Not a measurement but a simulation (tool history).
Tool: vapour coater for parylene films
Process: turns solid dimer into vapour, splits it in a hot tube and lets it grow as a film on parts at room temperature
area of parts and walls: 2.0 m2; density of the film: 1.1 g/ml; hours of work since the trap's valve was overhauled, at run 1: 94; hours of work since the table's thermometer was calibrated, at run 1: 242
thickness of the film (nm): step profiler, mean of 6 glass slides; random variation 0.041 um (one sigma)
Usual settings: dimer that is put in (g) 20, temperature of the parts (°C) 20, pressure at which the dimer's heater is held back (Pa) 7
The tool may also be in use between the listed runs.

| run | hour | dimer that is put in (g) | temperature of the parts (°C) | pressure at which the dimer's heater is held back (Pa) | hours of work since the trap's valve was overhauled | hours of work since the table's thermometer was calibrated | thickness of the film (nm) |
|---|---|---|---|---|---|---|---|
| 1 | 0 | 20 | 20 | 7 | 94 | 242 | 5800 |
| 2 | 18 | 20 | 20 | 7 | 104 | 253 | 5880 |
| 3 | 35 | 20 | 20 | 7 | 114 | 262 | 5840 |
| 4 | 61.6 | 20 | 20 | 7 | 129 | 278 | 5900 |
| 5 | 80.8 | 20 | 20 | 7 | 140 | 289 | 5880 |
| 6 | 108 | 20 | 13 | 7 | 156 | 304 | 7240 |
| 7 | 124.2 | 20 | 13 | 7 | 165 | 314 | 7290 |
| 8 | 137.6 | 20 | 20 | 7 | 173 | 321 | 5850 |
| 9 | 159 | 10 | 20 | 7 | 185 | 334 | 2910 |
| 10 | 179.3 | 10 | 15 | 7 | 197 | 345 | 3400 |
| 11 | 206.2 | 12 | 20 | 7 | 212 | 361 | 3520 |
| 12 | 226.6 | 12 | 20 | 7 | 224 | 372 | 3500 |
| 13 | 249.4 | 20 | 20 | 10.41 | 237 | 386 | 5620 |
| 14 | 264.1 | 17 | 20 | 7 | 245 | 394 | 4970 |
| 15 | 283.9 | 17 | 20 | 7 | 257 | 405 | 4900 |
| 16 | 311.1 | 17 | 20 | 7 | 272 | 421 | 5000 |
| 17 | 329.5 | 17 | 20 | 7 | 283 | 431 | 4940 |
| 18 | 350.1 | 17 | 20 | 7 | 295 | 443 | 4950 |
|  | 365.5 | trap's valve overhauled |
| 19 | 367.5 | 20 | 20 | 3.2 | 1 | 451 | 6300 |
| 20 | 392.2 | 20 | 16 | 7 | 15 | 465 | 6530 |
| 21 | 412 | 20 | 16 | 7 | 27 | 477 | 6710 |
| 22 | 431.1 | 20 | 20 | 7 | 38 | 488 | 5800 |
| 23 | 452.6 | 20 | 20 | 7 | 50 | 500 | 5770 |
| 24 | 480.6 | 20 | 20 | 7 | 66 | 516 | 5820 |
| 25 | 507.2 | 15 | 23 | 2.46 | 81 | 531 | 4440 |
| 26 | 523.1 | 11 | 21 | 4.18 | 90 | 540 | 3250 |
| 27 | 548.6 | 12 | 21 | 4.18 | 105 | 555 | 3540 |
| 28 | 564 | 12 | 30 | 4.18 | 114 | 564 | 2750 |
| 29 | 581.7 | 12 | 30 | 4.18 | 124 | 574 | 2710 |
| 30 | 608.9 | 36 | 19 | 10.63 | 140 | 590 | 10340 |
| 31 | 633.8 | 36 | 19 | 10.63 | 154 | 604 | 10390 |
| 32 | 660.4 | 17 | 31 | 7 | 169 | 619 | 3520 |
| 33 | 685.2 | 17 | 31 | 11.58 | 184 | 633 | 3350 |
| 34 | 707.7 | 17 | 31 | 11.58 | 196 | 646 | 3360 |
| 35 | 721.5 | 17 | 31 | 11.58 | 204 | 654 | 3350 |
| 36 | 740.1 | 12 | 26 | 6.22 | 215 | 665 | 2880 |
| 37 | 758.2 | 12 | 18 | 5.43 | 225 | 675 | 3830 |
| 38 | 781.5 | 17 | 25 | 2.01 | 239 | 689 | 4780 |
| 39 | 802.1 | 17 | 25 | 2.01 | 251 | 701 | 4760 |
| 40 | 825.5 | 13 | 15 | 6.98 | 264 | 714 | 4420 |
| 41 | 843.9 | 13 | 17 | 7 | 275 | 725 | 4180 |
| 42 | 870.6 | 13 | 17 | 7 | 290 | 740 | 4170 |
| 43 | 886.9 | 10 | 20 | 2.76 | 299 | 749 | 3190 |
|  | 893.3 | trap's valve overhauled |
| 44 | 916.4 | 32 | 30 | 10.42 | 13 | 764 | 6610 |
| 45 | 929.9 | 31 | 30 | 10.42 | 21 | 772 | 6370 |
| 46 | 944.7 | 31 | 30 | 10.42 | 30 | 780 | 6390 |
| 47 | 968.9 | 34 | 24 | 2.93 | 43 | 794 | 9420 |

Hidden state at the last listed run before each entry between runs and at the first one after, where it differs:
Between runs 18 and 19: trap's valve overhauled (hour 365.5)
  vapour lost through the trap's worn valve, %: 0.4 -> 0
Between runs 43 and 44: trap's valve overhauled (hour 893.3)
  vapour lost through the trap's worn valve, %: 0.4 -> 0
